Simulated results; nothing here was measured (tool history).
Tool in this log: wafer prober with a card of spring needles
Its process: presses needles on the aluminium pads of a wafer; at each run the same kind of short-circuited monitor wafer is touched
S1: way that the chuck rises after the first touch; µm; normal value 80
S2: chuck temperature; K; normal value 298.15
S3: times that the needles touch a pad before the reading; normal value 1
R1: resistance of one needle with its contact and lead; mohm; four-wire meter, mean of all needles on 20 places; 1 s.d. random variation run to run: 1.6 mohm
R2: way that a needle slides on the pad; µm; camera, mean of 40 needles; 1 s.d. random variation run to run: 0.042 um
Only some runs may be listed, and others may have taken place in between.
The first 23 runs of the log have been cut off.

run   hour  S1      S2  S3   R1     R2
     400.6  -- tips cleaned on abrasive film
 24  407.0  85  298.15   2  148  21.85
     414.8  -- tips cleaned on abrasive film
 25  417.8  85  298.15   2  152  21.75
     428.9  -- tips cleaned on abrasive film
 26  435.5  99  338.15   2  154  25.37
     441.8  -- tips cleaned on abrasive film
 27  448.1  99  309.15   2  150  25.36
     455.4  -- tips cleaned on abrasive film
 28  464.6  83  308.15   1  152  21.34
     468.7  -- tips cleaned on abrasive film
 29  477.0  86  396.15   2  166  22.04
     481.8  -- tips cleaned on abrasive film
     494.7  -- tips cleaned on abrasive film
 30  501.3  84  344.15   1  158  21.45
     507.7  -- tips cleaned on abrasive film
 31  513.1  84  366.15   3  161  21.49

3 options for the next run, each taken on its own from the tool as it stands now. Forecast them:
     518.4  -- height of the first contact set anew
     521.2  -- tips cleaned on abrasive film
  A  527.4  76  366.15   2   ?   ?
     518.4  -- height of the first contact set anew
     521.2  -- tips cleaned on abrasive film
  B  527.4  74  350.15   2   ?   ?
     518.4  -- height of the first contact set anew
     521.2  -- tips cleaned on abrasive film
  C  527.4  69  348.15   2   ?   ?

run   R1     R2
  A  166  19.47
  B  161  18.93
  C  162  17.72
What these runs would have given with no unlogged condition in the tool:
run   R1     R2
  A  166  19.47
  B  161  18.93
  C  162  17.72
